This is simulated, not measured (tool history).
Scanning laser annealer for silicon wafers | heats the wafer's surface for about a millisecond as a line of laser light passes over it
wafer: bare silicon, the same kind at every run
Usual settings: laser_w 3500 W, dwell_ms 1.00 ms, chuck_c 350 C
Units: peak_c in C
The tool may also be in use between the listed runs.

run,hour,laser_w,dwell_ms,chuck_c,peak_c
1,0.0,3500,1.00,350,1129
2,8.9,3500,1.00,350,1128
3,19.2,3661,1.00,350,1165
4,25.7,3661,1.00,350,1167
5,35.7,3500,1.00,350,1129
6,43.1,3500,1.00,312,1093
7,55.8,3500,1.00,312,1090
8,70.0,3120,1.00,350,1045
9,77.7,3500,0.91,350,1091
10,90.0,3500,0.91,350,1096
11,102.2,3500,0.91,350,1092
12,114.6,3500,1.00,350,1125
13,128.6,3500,1.00,350,1129
14,139.8,3500,1.00,350,1125
15,145.9,3500,1.00,350,1125
16,159.6,3500,1.00,360,1134
17,170.3,3500,1.00,360,1135
18,181.0,3500,1.00,350,1127
19,189.7,3500,1.00,323,1096
20,201.4,3500,1.00,323,1098
21,209.6,3374,1.14,319,1114
22,218.9,2983,0.95,357,1002
23,231.1,3107,1.18,385,1128
24,241.8,3107,1.18,385,1124
25,253.8,3073,1.10,336,1048
26,262.7,3073,1.10,323,1030
27,275.0,3072,1.00,374,1053
28,285.7,3072,1.00,374,1055
29,294.6,3072,1.00,374,1054
30,302.4,3072,1.00,374,1051
# hour 310.2: optics aligned, line set to its width
31,318.7,3196,0.94,390,1084
32,333.5,3500,1.00,350,1132
33,342.2,3500,0.76,358,1045
34,353.5,3521,0.71,350,1022
35,364.5,3521,0.71,350,1016
# hour 377.2: window over the wafer cleaned
36,377.7,3236,0.77,350,1018
37,388.2,3148,1.22,312,1117
38,401.2,3148,1.22,312,1117
39,414.3,3148,1.22,312,1114
40,420.6,3597,0.75,340,1073

Measured less the same run without the tool's hidden state. The same run-to-run variation is in both; the gauge's scatter may not be:
The hidden state here: light that passes the window, % of a clean one's; laser's true power over the reading, %; width of the line over the set one, %; drift of the gauge itself on peak_c, C.
run,peak_c
1,-35
2,-35
3,-36
4,-37
5,-36
6,-35
7,-36
8,-33
9,-35
10,-36
11,-37
12,-38
13,-38
14,-39
15,-39
16,-40
17,-39
18,-41
19,-40
20,-41
21,-42
22,-34
23,-40
24,-40
25,-39
26,-40
27,-38
28,-38
29,-38
30,-39
31,-29
32,-33
33,-30
34,-29
35,-29
36,+0
37,+0
38,-1
39,-1
40,-1
